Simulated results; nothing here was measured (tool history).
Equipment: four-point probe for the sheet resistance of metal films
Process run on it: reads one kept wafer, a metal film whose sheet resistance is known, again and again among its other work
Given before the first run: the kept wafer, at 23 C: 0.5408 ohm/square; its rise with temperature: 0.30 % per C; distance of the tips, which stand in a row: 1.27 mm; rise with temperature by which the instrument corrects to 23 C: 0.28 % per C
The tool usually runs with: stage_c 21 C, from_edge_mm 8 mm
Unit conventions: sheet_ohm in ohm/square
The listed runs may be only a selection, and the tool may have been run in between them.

run	day	stage_c	from_edge_mm	sheet_ohm
1	0	21	8	0.54779
2	1.946	21	8	0.547749
3	3.479	21	8	0.54773
4	4.575	21	8	0.547678
5	6.779	21	8	0.547866
6	7.988	21	8	0.547564
7	9.296	34	8	0.548541
8	11.596	34	8	0.548744
9	13.217	34	8	0.54861
10	15.908	34	8	0.548567
11	17.792	34	8	0.548412
12	19.479	34	8	0.548452
13	22.033	34	8	0.548427
14	24.1	34	8	0.548346
15	25.575	19	14	0.542201
16	27.329	26	30	0.540937
17	28.858	34	20	0.542219
18	31.271	34	20	0.542321
19	33.833	34	20	0.542074
20	36.383	34	20	0.541947
21	38.046	18	20	0.540502
22	40.179	26	36	0.540445
23	42.142	26	36	0.540454
24	44.233	20	34	0.539922
25	46.217	25	6	0.552705
26	47.404	26	15	0.542089

What would each run have given without the hidden state, its run-to-run variation left as it was?
Hidden state present: inner tips' distance over the nominal, %; tips' flats over new ones', %; wafer's true temperature over the reading, C; drift of the gauge itself on sheet_ohm, %.
run	sheet_ohm
1	0.547926
2	0.547922
3	0.547932
4	0.547902
5	0.548128
6	0.547847
7	0.548858
8	0.549106
9	0.549001
10	0.549006
11	0.548883
12	0.548955
13	0.548981
14	0.548936
15	0.542797
16	0.54157
17	0.54289
18	0.543034
19	0.542834
20	0.542754
21	0.541318
22	0.541312
23	0.541357
24	0.54086
25	0.553706
26	0.543098
